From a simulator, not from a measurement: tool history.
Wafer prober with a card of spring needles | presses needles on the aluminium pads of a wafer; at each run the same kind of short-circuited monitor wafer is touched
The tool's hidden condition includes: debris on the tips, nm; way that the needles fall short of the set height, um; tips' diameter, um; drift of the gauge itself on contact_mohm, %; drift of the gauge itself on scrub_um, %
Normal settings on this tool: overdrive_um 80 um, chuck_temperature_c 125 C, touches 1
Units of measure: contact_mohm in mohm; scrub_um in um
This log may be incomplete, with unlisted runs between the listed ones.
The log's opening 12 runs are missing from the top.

run,hour,overdrive_um,chuck_temperature_c,touches,touches since the tips were cleaned,cleanings since the card got new needles,touches since the first contact's height was set,contact_mohm,scrub_um
# hour 475.2: tips cleaned on abrasive film
# hour 491.9: tips cleaned on abrasive film
13,494.6,80,79,1,1120,78,69657,192,15.31
# hour 508.9: tips cleaned on abrasive film
14,521.4,80,125,2,5241,79,80837,197,15.26
# hour 527.1: tips cleaned on abrasive film
# hour 545.6: tips cleaned on abrasive film
15,552.4,80,125,2,2829,81,93710,200,15.4
# hour 563.9: tips cleaned on abrasive film
# hour 582.7: tips cleaned on abrasive film
16,590,80,44,1,3075,83,109391,184,15.33
# hour 603.2: tips cleaned on abrasive film
17,615.6,80,44,1,5191,84,120061,182,15.35
# hour 619.8: tips cleaned on abrasive film
# hour 636.5: tips cleaned on abrasive film
18,638.8,80,97,1,982,86,129694,194,15.3
# hour 648.5: height of the first contact set anew
# hour 655.8: tips cleaned on abrasive film
# hour 674.3: tips cleaned on abrasive film
19,679.4,80,65,1,2101,88,12830,188,15.32
# hour 693.5: tips cleaned on abrasive film
20,709.2,80,65,1,6548,89,25269,186,15.31
# hour 712.2: tips cleaned on abrasive film
# hour 732.1: tips cleaned on abrasive film
# hour 748.9: tips cleaned on abrasive film
21,760,77,70,3,4644,92,46431,189,14.77
# hour 766.2: tips cleaned on abrasive film
# hour 784.1: tips cleaned on abrasive film
22,793.4,64,39,3,3886,94,60306,185,12.32
# hour 803.3: tips cleaned on abrasive film
23,817.1,64,39,2,5767,95,70185,188,12.3
# hour 819.9: tips cleaned on abrasive film
# hour 838.3: tips cleaned on abrasive film
24,838.6,64,39,1,115,97,79106,187,12.38
# hour 855.1: tips cleaned on abrasive film
# hour 872.2: tips cleaned on abrasive film
25,884.2,65,102,2,5018,99,98105,200,12.49
# hour 892.2: tips cleaned on abrasive film
# hour 911: tips cleaned on abrasive film
26,917.2,75,110,1,2620,101,111846,196,14.42
# hour 930.6: tips cleaned on abrasive film
# hour 949.2: tips cleaned on abrasive film
27,952.3,95,110,1,1287,103,126448,195,18.25
# hour 968.1: tips cleaned on abrasive film
# hour 968.4: height of the first contact set anew
# hour 986.6: tips cleaned on abrasive film
28,1000.5,77,57,2,5833,105,13382,188,14.85
# hour 1004.7: tips cleaned on abrasive film
# hour 1025: tips cleaned on abrasive film
# hour 1044.7: tips cleaned on abrasive film
29,1046.5,77,57,2,763,108,32525,188,14.87
# hour 1061.4: tips cleaned on abrasive film
30,1073.8,80,125,2,5211,109,43896,197,15.45

Branching from run 30: 3 alternative next runs. What would each branch give?
# hour 1081: tips cleaned on abrasive film
# hour 1098.2: tips cleaned on abrasive film
# hour 1116.1: tips cleaned on abrasive film
# hour 1119.6: gauge calibrated
A,1120.6,80,125,1,1910,112,63373,?,?
# hour 1081: tips cleaned on abrasive film
# hour 1098.2: tips cleaned on abrasive film
# hour 1116.1: tips cleaned on abrasive film
# hour 1119.6: gauge calibrated
B,1120.6,80,125,1,1910,112,63373,?,?
# hour 1081: tips cleaned on abrasive film
# hour 1098.2: tips cleaned on abrasive film
# hour 1116.1: tips cleaned on abrasive film
# hour 1119.6: gauge calibrated
C,1120.6,89,125,1,1910,112,63373,?,?

run,contact_mohm,scrub_um
A,198,15.17
B,200,15.07
C,201,16.83
What these runs would have given with no unlogged condition in the tool:
run,contact_mohm,scrub_um
A,198,15.17
B,200,15.07
C,201,16.83
